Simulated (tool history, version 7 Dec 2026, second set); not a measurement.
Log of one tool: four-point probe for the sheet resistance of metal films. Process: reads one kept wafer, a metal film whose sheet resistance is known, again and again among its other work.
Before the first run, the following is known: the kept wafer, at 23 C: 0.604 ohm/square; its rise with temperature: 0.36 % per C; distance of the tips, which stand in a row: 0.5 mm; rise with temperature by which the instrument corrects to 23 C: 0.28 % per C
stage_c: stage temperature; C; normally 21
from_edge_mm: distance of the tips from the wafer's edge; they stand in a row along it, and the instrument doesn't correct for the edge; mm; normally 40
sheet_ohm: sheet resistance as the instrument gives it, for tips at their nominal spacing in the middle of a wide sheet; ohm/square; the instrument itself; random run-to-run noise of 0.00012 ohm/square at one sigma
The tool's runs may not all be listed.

run,day,stage_c,from_edge_mm,sheet_ohm
1,0,21,40,0.602237
2,0.854,21,40,0.602214
3,1.512,21,40,0.602224
4,2.125,21,40,0.602279
5,3.046,21,40,0.602541
6,4.283,21,40,0.602375
7,5.025,21,40,0.602194
8,6.071,21,40,0.602126
9,6.775,21,40,0.602136
10,8.104,21,40,0.602012
11,9.25,21,40,0.602166
12,10.321,21,40,0.602287
13,11.221,21,40,0.602079
14,12.612,21,40,0.602022
15,13.612,21,14,0.602526
16,14.567,34,19,0.608914
# day 15.192: stage's thermometer calibrated
17,15.862,18,19,0.599789
18,16.783,29,50,0.605163
19,17.371,29,50,0.604997
20,18.633,31,22,0.606295
21,19.3,35,40,0.608313
22,20.1,22,40,0.601516
23,21.425,26,40,0.603541
24,22.579,34,23,0.607862
25,23.517,25,71,0.602784
26,24.571,32,3,0.615506
27,25.883,32,3,0.615324

Forecast each of these 5 alternatives for the next run:
A,27.112,19,4,?
B,27.112,21,7,?
C,27.112,23,3,?
D,27.112,22,40,?
E,27.112,29,28,?

run,sheet_ohm
A,0.604892
B,0.602589
C,0.610792
D,0.601305
E,0.605141
With the hidden condition removed and each run's random variation left untouched, the same runs would have given:
run,sheet_ohm
A,0.606999
B,0.604691
C,0.61292
D,0.603402
E,0.607254
